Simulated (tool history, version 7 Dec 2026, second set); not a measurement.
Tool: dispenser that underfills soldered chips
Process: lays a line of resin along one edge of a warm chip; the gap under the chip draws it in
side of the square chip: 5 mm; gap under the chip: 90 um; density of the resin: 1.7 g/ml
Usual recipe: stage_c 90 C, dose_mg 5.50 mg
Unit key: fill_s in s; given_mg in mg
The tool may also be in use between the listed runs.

| run | hour | stage_c | dose_mg | fill_s | given_mg |
|---|---|---|---|---|---|
| 1 | 0.0 | 90 | 5.50 | 11.6 | 5.49 |
|  | 7.6 | new syringe of resin |
| 2 | 12.0 | 90 | 5.50 | 14.1 | 5.46 |
|  | 15.4 | new syringe of resin |
| 3 | 20.3 | 90 | 5.50 | 13.4 | 5.39 |
|  | 22.7 | new syringe of resin |
| 4 | 25.6 | 90 | 5.50 | 12.9 | 5.38 |
|  | 29.8 | new syringe of resin |
| 5 | 32.2 | 90 | 5.50 | 12.7 | 5.39 |
|  | 36.9 | new syringe of resin |
| 6 | 40.0 | 90 | 5.50 | 13.8 | 5.39 |
|  | 44.2 | new syringe of resin |
| 7 | 46.4 | 90 | 5.50 | 13.3 | 5.37 |
|  | 52.2 | new syringe of resin |
| 8 | 55.1 | 90 | 5.50 | 13.2 | 5.37 |
|  | 59.6 | new syringe of resin |
| 9 | 62.2 | 90 | 5.50 | 13.5 | 5.30 |
|  | 64.8 | dispensing valve cleaned and set on the balance |
|  | 68.3 | new syringe of resin |
| 10 | 74.3 | 90 | 5.50 | 14.5 | 5.43 |
|  | 76.2 | new syringe of resin |
|  | 83.8 | new syringe of resin |
| 11 | 86.2 | 90 | 6.77 | 12.7 | 6.70 |
|  | 91.6 | new syringe of resin |
| 12 | 94.2 | 90 | 6.77 | 13.0 | 6.64 |
|  | 99.1 | new syringe of resin |
| 13 | 101.8 | 90 | 6.77 | 13.2 | 6.59 |
|  | 106.7 | new syringe of resin |
|  | 114.3 | new syringe of resin |
| 14 | 114.3 | 90 | 6.77 | 12.5 | 6.56 |
|  | 121.8 | new syringe of resin |
| 15 | 126.6 | 90 | 6.77 | 13.2 | 6.54 |
|  | 129.2 | new syringe of resin |
| 16 | 135.7 | 90 | 5.55 | 15.5 | 5.34 |
|  | 137.1 | new syringe of resin |
|  | 139.8 | dispensing valve cleaned and set on the balance |
|  | 145.6 | new syringe of resin |
| 17 | 147.3 | 90 | 5.50 | 13.3 | 5.47 |
|  | 153.4 | new syringe of resin |
| 18 | 155.6 | 89 | 6.18 | 13.7 | 6.12 |
|  | 161.2 | new syringe of resin |
| 19 | 167.8 | 89 | 6.18 | 15.6 | 6.07 |
|  | 168.6 | new syringe of resin |
|  | 175.8 | new syringe of resin |
| 20 | 176.0 | 89 | 6.18 | 13.2 | 6.06 |
| 21 | 182.2 | 88 | 5.94 | 17.0 | 5.76 |
|  | 183.4 | new syringe of resin |
| 22 | 189.5 | 88 | 5.94 | 17.0 | 5.78 |
|  | 191.0 | new syringe of resin |
| 23 | 196.1 | 98 | 5.33 | 10.5 | 5.14 |
|  | 198.1 | new syringe of resin |
|  | 205.5 | new syringe of resin |
| 24 | 206.5 | 80 | 4.87 | 22.0 | 4.74 |
| 25 | 212.3 | 90 | 5.71 | 15.4 | 5.55 |
|  | 213.1 | new syringe of resin |
|  | 215.5 | dispensing valve cleaned and set on the balance |
|  | 221.8 | new syringe of resin |
| 26 | 224.1 | 90 | 5.71 | 13.8 | 5.70 |
|  | 229.4 | new syringe of resin |
| 27 | 233.5 | 90 | 5.71 | 14.1 | 5.70 |
|  | 237.4 | new syringe of resin |
|  | 245.0 | new syringe of resin |
| 28 | 246.0 | 78 | 5.53 | 22.9 | 5.44 |
|  | 252.2 | new syringe of resin |
| 29 | 258.7 | 78 | 5.63 | 28.1 | 5.50 |
|  | 259.9 | new syringe of resin |
|  | 267.1 | new syringe of resin |
| 30 | 271.5 | 96 | 4.81 | 11.5 | 4.66 |
|  | 274.5 | new syringe of resin |
| 31 | 278.1 | 82 | 5.50 | 21.6 | 5.35 |
|  | 282.2 | new syringe of resin |
| 32 | 287.4 | 90 | 5.44 | 15.1 | 5.25 |
|  | 289.4 | new syringe of resin |
|  | 290.4 | dispensing valve cleaned and set on the balance |
|  | 298.3 | new syringe of resin |
| 33 | 299.6 | 86 | 5.20 | 16.2 | 5.19 |

Some steps in fill_s, run to run, broken into two amounts with sign: the step expected even without the hidden condition (settings, incoming material, random variation), and the rest, left for the hidden condition together with whatever gauge scatter is not in both the measured and the hidden-condition-free result:
Hidden conditions of the tool in this case: resin's viscosity, % of fresh resin's; dose that the valve gives, % of what is set; true chip temperature over the reading, C; drift of the gauge itself on fill_s, %; drift of the gauge itself on given_mg, %.
Run 20 -> 21: stage_c 89 -> 88, dose_mg 6.18 -> 5.94. fill_s +3.8 s: hidden state +3.4, all else +0.4.
Run 23 -> 24: stage_c 98 -> 80, dose_mg 5.33 -> 4.87, new syringe of resin, new syringe of resin. fill_s +11.5 s: hidden state +0.1, all else +11.4.
Run 28 -> 29: dose_mg 5.53 -> 5.63, new syringe of resin. fill_s +5.2 s: hidden state +5.1, all else +0.1.
Run 29 -> 30: stage_c 78 -> 96, dose_mg 5.63 -> 4.81, new syringe of resin, new syringe of resin. fill_s -16.6 s: hidden state -5.0, all else -11.6.
Run 30 -> 31: stage_c 96 -> 82, dose_mg 4.81 -> 5.50, new syringe of resin. fill_s +10.1 s: hidden state +1.8, all else +8.3.

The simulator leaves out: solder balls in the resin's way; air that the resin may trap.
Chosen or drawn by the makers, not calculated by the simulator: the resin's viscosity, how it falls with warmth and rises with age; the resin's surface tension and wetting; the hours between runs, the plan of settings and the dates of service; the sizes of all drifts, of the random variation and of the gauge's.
